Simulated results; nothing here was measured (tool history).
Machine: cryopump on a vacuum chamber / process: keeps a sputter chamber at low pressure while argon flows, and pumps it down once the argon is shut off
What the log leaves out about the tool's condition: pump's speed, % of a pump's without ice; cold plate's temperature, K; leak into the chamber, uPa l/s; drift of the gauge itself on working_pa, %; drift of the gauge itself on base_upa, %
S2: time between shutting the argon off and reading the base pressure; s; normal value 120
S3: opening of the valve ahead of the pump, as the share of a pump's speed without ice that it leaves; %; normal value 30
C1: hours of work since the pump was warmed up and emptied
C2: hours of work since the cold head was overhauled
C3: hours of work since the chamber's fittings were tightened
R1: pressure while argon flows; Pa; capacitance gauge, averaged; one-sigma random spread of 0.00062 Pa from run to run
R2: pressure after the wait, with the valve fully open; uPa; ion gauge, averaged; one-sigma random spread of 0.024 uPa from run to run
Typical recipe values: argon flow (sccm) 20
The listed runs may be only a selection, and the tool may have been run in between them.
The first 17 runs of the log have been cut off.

{"run": 18, "hour": 760.6, "argon flow (sccm)": 10, "S2": 120, "S3": 30, "C1": 849, "C2": 849, "C3": 1445, "R1": 0.0498, "R2": 3.08}
{"run": 19, "hour": 791.5, "argon flow (sccm)": 10, "S2": 206, "S3": 48, "C1": 869, "C2": 869, "C3": 1465, "R1": 0.0326, "R2": 2.94}
{"run": 20, "hour": 846.8, "argon flow (sccm)": 25, "S2": 120, "S3": 30, "C1": 906, "C2": 906, "C3": 1503, "R1": 0.1233, "R2": 3.34}
{"run": 21, "hour": 884.1, "argon flow (sccm)": 25, "S2": 120, "S3": 30, "C1": 931, "C2": 931, "C3": 1528, "R1": 0.1254, "R2": 3.3}
{"run": 22, "hour": 914.1, "argon flow (sccm)": 25, "S2": 120, "S3": 30, "C1": 951, "C2": 951, "C3": 1548, "R1": 0.1241, "R2": 3.54}
{"run": 23, "hour": 980.5, "argon flow (sccm)": 10, "S2": 55, "S3": 18, "C1": 996, "C2": 996, "C3": 1592, "R1": 0.0804, "R2": 4.47}
{"run": 24, "hour": 1047.3, "argon flow (sccm)": 40, "S2": 120, "S3": 19, "C1": 1041, "C2": 1041, "C3": 1637, "R1": 0.3069, "R2": 3.76}
{"run": 25, "hour": 1108.2, "argon flow (sccm)": 9, "S2": 122, "S3": 17, "C1": 1082, "C2": 1082, "C3": 1678, "R1": 0.0776, "R2": 3.83}
{"run": 26, "hour": 1182.0, "argon flow (sccm)": 9, "S2": 122, "S3": 17, "C1": 1131, "C2": 1131, "C3": 1727, "R1": 0.0764, "R2": 3.95}
{"hour": 1193.0, "done": "pump warmed up, emptied and cooled again"}
{"run": 27, "hour": 1224.8, "argon flow (sccm)": 34, "S2": 293, "S3": 38, "C1": 21, "C2": 1156, "C3": 1753, "R1": 0.1217, "R2": 2.65}
{"run": 28, "hour": 1273.4, "argon flow (sccm)": 28, "S2": 138, "S3": 37, "C1": 54, "C2": 1189, "C3": 1785, "R1": 0.1061, "R2": 3.04}
{"run": 29, "hour": 1303.6, "argon flow (sccm)": 28, "S2": 138, "S3": 37, "C1": 74, "C2": 1209, "C3": 1806, "R1": 0.1061, "R2": 3.13}
{"run": 30, "hour": 1377.4, "argon flow (sccm)": 10, "S2": 84, "S3": 42, "C1": 124, "C2": 1259, "C3": 1855, "R1": 0.0334, "R2": 3.56}
{"run": 31, "hour": 1413.0, "argon flow (sccm)": 14, "S2": 296, "S3": 16, "C1": 148, "C2": 1283, "C3": 1879, "R1": 0.1219, "R2": 2.92}
{"run": 32, "hour": 1473.3, "argon flow (sccm)": 24, "S2": 80, "S3": 23, "C1": 188, "C2": 1323, "C3": 1919, "R1": 0.1453, "R2": 3.63}
{"run": 33, "hour": 1540.5, "argon flow (sccm)": 9, "S2": 24, "S3": 23, "C1": 233, "C2": 1368, "C3": 1964, "R1": 0.0544, "R2": 5.88}
{"run": 34, "hour": 1581.8, "argon flow (sccm)": 34, "S2": 210, "S3": 18, "C1": 261, "C2": 1396, "C3": 1992, "R1": 0.2625, "R2": 3.18}
{"run": 35, "hour": 1619.8, "argon flow (sccm)": 34, "S2": 210, "S3": 18, "C1": 286, "C2": 1421, "C3": 2018, "R1": 0.2648, "R2": 3.21}

3 options for the next run, each taken on its own from the tool as it stands now. Forecast them:
{"run": "A", "hour": 1649.6, "argon flow (sccm)": 12, "S2": 61, "S3": 30, "C1": 306, "C2": 1441, "C3": 2038, "R1": "?", "R2": "?"}
{"run": "B", "hour": 1649.6, "argon flow (sccm)": 35, "S2": 120, "S3": 50, "C1": 306, "C2": 1441, "C3": 2038, "R1": "?", "R2": "?"}
{"run": "C", "hour": 1649.6, "argon flow (sccm)": 20, "S2": 229, "S3": 30, "C1": 306, "C2": 1441, "C3": 2038, "R1": "?", "R2": "?"}

run=A R1=0.0562 R2=4.19
run=B R1=0.1011 R2=3.54
run=C R1=0.0942 R2=3.22
What these runs would have given with no unlogged condition in the tool:
run=A R1=0.0543 R2=1.50
run=B R1=0.0957 R2=0.86
run=C R1=0.0911 R2=0.56
